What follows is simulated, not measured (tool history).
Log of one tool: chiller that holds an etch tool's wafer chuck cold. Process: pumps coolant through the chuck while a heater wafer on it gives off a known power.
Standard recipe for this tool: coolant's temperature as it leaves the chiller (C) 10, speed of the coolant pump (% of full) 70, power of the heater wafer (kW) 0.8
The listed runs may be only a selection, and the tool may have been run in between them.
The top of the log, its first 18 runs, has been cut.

run,hour,coolant's temperature as it leaves the chiller (C),speed of the coolant pump (% of full),power of the heater wafer (kW),hours since the coolant was changed and the channels were flushed,hours since the pump was overhauled,hours since the chiller's thermometer was calibrated,chuck's temperature once it has settled (C),how much warmer the coolant comes back (C)
19,2231.5,3,63,0.8,7363,8638,2231,17.4,3.3
20,2297.9,9,70,0.8,7429,8704,2298,22.1,2.97
21,2383.6,9,87,0.8,7515,8790,2384,20.3,2.37
22,2543.1,10,99,1.173,7674,8950,2543,24.6,3.1
# hour 2658.5: coolant pump overhauled
23,2686.6,11,63,0.6,7813,28,2682,20.8,2.14
24,2846.4,10,91,0.461,7973,188,2841,15.9,1.14
25,2954.4,12,85,1.176,8081,296,2949,27.1,3.14
26,3090.5,19,65,0.463,8217,432,3086,26.8,1.57
27,3166,10,70,0.426,8292,507,3161,16.6,1.34
28,3281.1,10,70,0.426,8407,623,3276,16.8,1.37
29,3349.7,14,70,0.498,8476,691,3345,22,1.65
30,3445.2,10,70,0.434,8571,787,3440,17,1.44
31,3579.8,13,70,0.411,8706,921,3575,19.6,1.37
32,3670.6,13,69,0.411,8797,1012,3666,19.8,1.34

Forecast each of these 4 alternatives for the next run:
A,3805.2,10,70,0.977,8931,1147,3800,?,?
B,3805.2,10,80,0.8,8931,1147,3800,?,?
C,3805.2,17,72,0.8,8931,1147,3800,?,?
D,3805.2,5,83,0.679,8931,1147,3800,?,?

run,chuck's temperature once it has settled (C),how much warmer the coolant comes back (C)
A,25.1,3.32
B,21.4,2.24
C,29.3,2.52
D,14.4,1.87
With no hidden state in the tool, these same runs would have given:
run,chuck's temperature once it has settled (C),how much warmer the coolant comes back (C)
A,21.7,3.28
B,18.7,2.21
C,26.4,2.49
D,12.1,1.85
